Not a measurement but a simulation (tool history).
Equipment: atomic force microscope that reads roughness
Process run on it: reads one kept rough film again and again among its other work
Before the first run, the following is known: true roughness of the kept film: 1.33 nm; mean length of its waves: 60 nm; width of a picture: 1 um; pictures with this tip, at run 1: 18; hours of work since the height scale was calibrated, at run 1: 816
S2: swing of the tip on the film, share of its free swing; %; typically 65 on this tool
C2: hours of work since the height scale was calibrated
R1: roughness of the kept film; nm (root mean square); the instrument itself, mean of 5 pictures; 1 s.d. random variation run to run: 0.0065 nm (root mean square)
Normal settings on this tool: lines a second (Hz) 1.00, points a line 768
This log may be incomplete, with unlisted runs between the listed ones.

run 1 day=0.000 | lines_a_second_(Hz)=1.00 S2=65 points_a_line=768 | pictures_with_this_tip=18 C2=816 | R1=1.285
run 2 day=3.121 | lines_a_second_(Hz)=1.00 S2=65 points_a_line=768 | pictures_with_this_tip=167 C2=862 | R1=1.273
run 3 day=5.108 | lines_a_second_(Hz)=1.00 S2=65 points_a_line=768 | pictures_with_this_tip=262 C2=891 | R1=1.284
-- day=6.571 new tip fitted
run 4 day=6.783 | lines_a_second_(Hz)=2.15 S2=65 points_a_line=768 | pictures_with_this_tip=10 C2=915 | R1=1.256
run 5 day=8.658 | lines_a_second_(Hz)=1.00 S2=82 points_a_line=768 | pictures_with_this_tip=100 C2=943 | R1=1.228
run 6 day=11.746 | lines_a_second_(Hz)=1.00 S2=82 points_a_line=768 | pictures_with_this_tip=247 C2=988 | R1=1.228
-- day=13.467 new tip fitted
run 7 day=14.342 | lines_a_second_(Hz)=0.51 S2=65 points_a_line=768 | pictures_with_this_tip=42 C2=1025 | R1=1.303
run 8 day=16.221 | lines_a_second_(Hz)=1.00 S2=65 points_a_line=295 | pictures_with_this_tip=132 C2=1053 | R1=1.283
run 9 day=18.117 | lines_a_second_(Hz)=1.00 S2=65 points_a_line=768 | pictures_with_this_tip=222 C2=1080 | R1=1.272
run 10 day=19.812 | lines_a_second_(Hz)=1.00 S2=65 points_a_line=768 | pictures_with_this_tip=303 C2=1105 | R1=1.277
-- day=20.350 new tip fitted
run 11 day=22.629 | lines_a_second_(Hz)=1.54 S2=65 points_a_line=768 | pictures_with_this_tip=109 C2=1146 | R1=1.275
run 12 day=24.929 | lines_a_second_(Hz)=1.54 S2=65 points_a_line=768 | pictures_with_this_tip=219 C2=1180 | R1=1.260
-- day=27.400 new tip fitted
run 13 day=28.008 | lines_a_second_(Hz)=1.54 S2=65 points_a_line=768 | pictures_with_this_tip=29 C2=1224 | R1=1.270
run 14 day=29.754 | lines_a_second_(Hz)=1.54 S2=65 points_a_line=768 | pictures_with_this_tip=112 C2=1250 | R1=1.259
run 15 day=32.758 | lines_a_second_(Hz)=0.98 S2=65 points_a_line=768 | pictures_with_this_tip=255 C2=1294 | R1=1.288
-- day=34.450 new tip fitted
run 16 day=35.550 | lines_a_second_(Hz)=0.98 S2=65 points_a_line=768 | pictures_with_this_tip=53 C2=1334 | R1=1.292
run 17 day=38.583 | lines_a_second_(Hz)=0.98 S2=65 points_a_line=768 | pictures_with_this_tip=197 C2=1378 | R1=1.280
-- day=41.308 new tip fitted
run 18 day=41.683 | lines_a_second_(Hz)=2.61 S2=61 points_a_line=607 | pictures_with_this_tip=18 C2=1423 | R1=1.257
run 19 day=43.712 | lines_a_second_(Hz)=2.61 S2=83 points_a_line=759 | pictures_with_this_tip=114 C2=1453 | R1=1.108
run 20 day=46.404 | lines_a_second_(Hz)=3.03 S2=68 points_a_line=759 | pictures_with_this_tip=243 C2=1492 | R1=1.208
-- day=48.229 new tip fitted
run 21 day=48.883 | lines_a_second_(Hz)=3.03 S2=68 points_a_line=759 | pictures_with_this_tip=31 C2=1528 | R1=1.205
run 22 day=51.971 | lines_a_second_(Hz)=3.07 S2=68 points_a_line=850 | pictures_with_this_tip=179 C2=1573 | R1=1.185
run 23 day=54.388 | lines_a_second_(Hz)=3.07 S2=69 points_a_line=711 | pictures_with_this_tip=294 C2=1609 | R1=1.188
-- day=55.092 new tip fitted
run 24 day=57.321 | lines_a_second_(Hz)=1.12 S2=56 points_a_line=906 | pictures_with_this_tip=106 C2=1651 | R1=1.297
run 25 day=60.400 | lines_a_second_(Hz)=1.12 S2=56 points_a_line=906 | pictures_with_this_tip=253 C2=1696 | R1=1.305
-- day=62.138 new tip fitted
run 26 day=63.104 | lines_a_second_(Hz)=1.12 S2=56 points_a_line=906 | pictures_with_this_tip=46 C2=1735 | R1=1.289
run 27 day=65.525 | lines_a_second_(Hz)=1.12 S2=56 points_a_line=906 | pictures_with_this_tip=162 C2=1771 | R1=1.298
run 28 day=67.000 | lines_a_second_(Hz)=3.76 S2=61 points_a_line=906 | pictures_with_this_tip=232 C2=1792 | R1=1.219
-- day=69.042 new tip fitted
run 29 day=69.679 | lines_a_second_(Hz)=3.76 S2=61 points_a_line=906 | pictures_with_this_tip=30 C2=1831 | R1=1.226
run 30 day=72.717 | lines_a_second_(Hz)=3.76 S2=77 points_a_line=583 | pictures_with_this_tip=175 C2=1876 | R1=1.088
run 31 day=74.762 | lines_a_second_(Hz)=0.99 S2=65 points_a_line=702 | pictures_with_this_tip=273 C2=1905 | R1=1.286

Across each entry between runs, compare the hidden state at the last listed run before it with the hidden state at the first listed run after it:
In the gap between runs 3 and 4: new tip fitted (day 6.571)
  radius of the tip, nm: 5.6 -> 5
In the gap between runs 6 and 7: new tip fitted (day 13.467)
  radius of the tip, nm: 5.5 -> 5.1
In the gap between runs 10 and 11: new tip fitted (day 20.350)
  radius of the tip, nm: 5.7 -> 5.3; height scale over the true one, %: -0.06 -> -0.07
In the gap between runs 12 and 13: new tip fitted (day 27.400)
  radius of the tip, nm: 5.5 -> 5.1
In the gap between runs 15 and 16: new tip fitted (day 34.450)
  radius of the tip, nm: 5.6 -> 5.1; height scale over the true one, %: -0.07 -> -0.08
In the gap between runs 17 and 18: new tip fitted (day 41.308)
  radius of the tip, nm: 5.5 -> 5
In the gap between runs 20 and 21: new tip fitted (day 48.229)
  radius of the tip, nm: 5.5 -> 5.1
In the gap between runs 23 and 24: new tip fitted (day 55.092)
  radius of the tip, nm: 5.7 -> 5.3
In the gap between runs 25 and 26: new tip fitted (day 62.138)
  radius of the tip, nm: 5.6 -> 5.1
In the gap between runs 28 and 29: new tip fitted (day 69.042)
  radius of the tip, nm: 5.5 -> 5.1
